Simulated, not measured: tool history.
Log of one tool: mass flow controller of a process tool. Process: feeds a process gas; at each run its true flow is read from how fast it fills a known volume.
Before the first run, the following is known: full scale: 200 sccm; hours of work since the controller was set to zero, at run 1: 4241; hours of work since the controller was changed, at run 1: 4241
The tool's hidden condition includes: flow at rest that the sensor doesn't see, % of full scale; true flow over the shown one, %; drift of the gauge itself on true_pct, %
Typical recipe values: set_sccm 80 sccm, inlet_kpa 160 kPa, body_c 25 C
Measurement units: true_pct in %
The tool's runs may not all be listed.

run,hour,set_sccm,inlet_kpa,body_c,hours of work since the controller was set to zero,hours of work since the controller was changed,true_pct
1,0,80,160,25,4241,4241,103.09
2,61.3,80,160,25,4264,4264,103.21
3,114.2,80,160,25,4285,4285,103.22
4,210.3,80,160,37,4323,4323,102.85
5,278.4,80,160,25,4349,4349,103.19
6,345.2,80,259,25,4375,4375,102.89
7,389.1,80,160,25,4392,4392,103.28
8,443.4,80,160,25,4414,4414,103.44
# hour 448.6: controller's zero set anew
9,527.6,80,160,25,31,4446,104.16
10,591.8,138,160,38,56,4471,103.75
11,669,80,172,26,86,4501,104.2
12,719.5,67,246,33,106,4521,104
13,799.9,65,200,21,137,4552,104.79
14,854,65,200,21,158,4574,104.74
15,902.7,53,182,40,177,4593,104.76
16,960.8,53,148,40,200,4615,104.85

Alternative continuations, all from the tool just after run 16; predict every row:
A,1009.3,119,243,22,219,4634,?
B,1009.3,53,213,40,219,4634,?
C,1009.3,80,247,25,219,4634,?

run,true_pct
A,103.89
B,104.47
C,104.11
Without the tool's unlogged condition, the same runs would have read:
run,true_pct
A,98.81
B,97.51
C,98.29
